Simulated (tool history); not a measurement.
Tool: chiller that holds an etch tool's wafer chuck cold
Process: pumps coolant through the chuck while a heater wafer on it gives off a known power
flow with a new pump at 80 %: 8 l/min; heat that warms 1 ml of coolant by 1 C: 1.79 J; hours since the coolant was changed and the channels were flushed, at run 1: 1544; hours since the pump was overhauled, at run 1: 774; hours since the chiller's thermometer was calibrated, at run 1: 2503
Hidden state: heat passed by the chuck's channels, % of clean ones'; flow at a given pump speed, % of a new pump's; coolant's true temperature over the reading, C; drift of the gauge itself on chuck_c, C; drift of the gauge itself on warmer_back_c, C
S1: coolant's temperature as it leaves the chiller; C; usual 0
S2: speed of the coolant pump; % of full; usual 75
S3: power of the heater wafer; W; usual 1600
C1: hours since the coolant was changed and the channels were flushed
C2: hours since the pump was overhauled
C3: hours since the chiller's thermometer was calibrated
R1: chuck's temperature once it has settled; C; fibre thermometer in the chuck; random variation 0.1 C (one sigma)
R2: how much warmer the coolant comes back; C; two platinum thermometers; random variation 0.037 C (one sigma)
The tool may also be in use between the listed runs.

run 1 hour=0 | S1=0 S2=75 S3=1600 | C1=1544 C2=774 C3=2503 | R1=16 R2=7.43
run 2 hour=32.4 | S1=0 S2=75 S3=1600 | C1=1576 C2=807 C3=2536 | R1=16 R2=7.42
run 3 hour=50.9 | S1=0 S2=75 S3=1600 | C1=1595 C2=825 C3=2554 | R1=15.8 R2=7.4
run 4 hour=87 | S1=0 S2=75 S3=1600 | C1=1631 C2=861 C3=2590 | R1=16.1 R2=7.43
run 5 hour=114.1 | S1=0 S2=75 S3=1600 | C1=1658 C2=888 C3=2617 | R1=16.1 R2=7.44
run 6 hour=142.9 | S1=0 S2=75 S3=1600 | C1=1687 C2=917 C3=2646 | R1=16.1 R2=7.44
run 7 hour=182.4 | S1=0 S2=75 S3=1600 | C1=1726 C2=957 C3=2686 | R1=16.1 R2=7.52
run 8 hour=203 | S1=0 S2=75 S3=1600 | C1=1747 C2=977 C3=2706 | R1=16.2 R2=7.45
run 9 hour=238.6 | S1=0 S2=75 S3=1600 | C1=1783 C2=1013 C3=2742 | R1=15.9 R2=7.5
run 10 hour=265.2 | S1=0 S2=75 S3=1600 | C1=1809 C2=1040 C3=2769 | R1=16.2 R2=7.52
run 11 hour=284 | S1=0 S2=75 S3=1600 | C1=1828 C2=1058 C3=2787 | R1=16.1 R2=7.49
run 12 hour=301.5 | S1=0 S2=67 S3=1600 | C1=1846 C2=1076 C3=2805 | R1=17.5 R2=8.47
run 13 hour=339.4 | S1=0 S2=67 S3=1600 | C1=1883 C2=1114 C3=2843 | R1=17.5 R2=8.53
run 14 hour=364.2 | S1=0 S2=67 S3=1600 | C1=1908 C2=1139 C3=2868 | R1=17.7 R2=8.46
run 15 hour=392.2 | S1=0 S2=67 S3=1600 | C1=1936 C2=1166 C3=2896 | R1=17.7 R2=8.45
run 16 hour=411 | S1=0 S2=67 S3=1600 | C1=1955 C2=1185 C3=2914 | R1=17.5 R2=8.52
run 17 hour=438.8 | S1=0 S2=77 S3=1130 | C1=1983 C2=1213 C3=2942 | R1=11.4 R2=5.16
run 18 hour=456 | S1=-3 S2=73 S3=1745 | C1=2000 C2=1230 C3=2959 | R1=14.9 R2=8.48
run 19 hour=478.7 | S1=-8 S2=75 S3=1948 | C1=2023 C2=1253 C3=2982 | R1=11.6 R2=9.15
run 20 hour=514.7 | S1=-4 S2=87 S3=1600 | C1=2059 C2=1289 C3=3018 | R1=10.9 R2=6.54
run 21 hour=543.7 | S1=-4 S2=87 S3=1600 | C1=2088 C2=1318 C3=3047 | R1=10.5 R2=6.5
-- hour=553.7 chiller's thermometer calibrated
run 22 hour=569.5 | S1=0 S2=60 S3=997 | C1=2113 C2=1343 C3=16 | R1=11.5 R2=6.02
run 23 hour=586.7 | S1=0 S2=73 S3=1600 | C1=2130 C2=1360 C3=33 | R1=16.2 R2=7.83
run 24 hour=625.7 | S1=9 S2=75 S3=1600 | C1=2169 C2=1399 C3=72 | R1=24.8 R2=7.58
run 25 hour=646 | S1=-5 S2=75 S3=1115 | C1=2189 C2=1419 C3=92 | R1=6.2 R2=5.29
run 26 hour=671.7 | S1=-5 S2=75 S3=1115 | C1=2215 C2=1445 C3=118 | R1=6.1 R2=5.3
run 27 hour=709 | S1=-5 S2=75 S3=1641 | C1=2252 C2=1482 C3=155 | R1=11.5 R2=7.76
run 28 hour=739.7 | S1=-5 S2=75 S3=1641 | C1=2283 C2=1513 C3=186 | R1=11.4 R2=7.83
run 29 hour=761.4 | S1=-5 S2=75 S3=1641 | C1=2304 C2=1535 C3=208 | R1=11.6 R2=7.83
run 30 hour=790.2 | S1=6 S2=78 S3=1906 | C1=2333 C2=1563 C3=236 | R1=24.8 R2=8.78
run 31 hour=831.9 | S1=6 S2=78 S3=1906 | C1=2375 C2=1605 C3=278 | R1=24.5 R2=8.77
run 32 hour=852.3 | S1=8 S2=75 S3=1597 | C1=2395 C2=1626 C3=299 | R1=24.3 R2=7.73

Forecast each of these 4 alternatives for the next run:
run A hour=882.8 | S1=4 S2=63 S3=1600 | C1=2426 C2=1656 C3=329 | R1=? R2=?
run B hour=882.8 | S1=0 S2=75 S3=1600 | C1=2426 C2=1656 C3=329 | R1=? R2=?
run C hour=882.8 | S1=-2 S2=72 S3=942 | C1=2426 C2=1656 C3=329 | R1=? R2=?
run D hour=882.8 | S1=1 S2=94 S3=1600 | C1=2426 C2=1656 C3=329 | R1=? R2=?

run=A R1=22.3 R2=9.16
run=B R1=16 R2=7.71
run=C R1=7.9 R2=4.72
run=D R1=14.8 R2=6.06
Without the tool's hidden state the same runs would have given:
run=A R1=20.5 R2=8.58
run=B R1=14.4 R2=7.21
run=C R1=6.9 R2=4.42
run=D R1=13.4 R2=5.67

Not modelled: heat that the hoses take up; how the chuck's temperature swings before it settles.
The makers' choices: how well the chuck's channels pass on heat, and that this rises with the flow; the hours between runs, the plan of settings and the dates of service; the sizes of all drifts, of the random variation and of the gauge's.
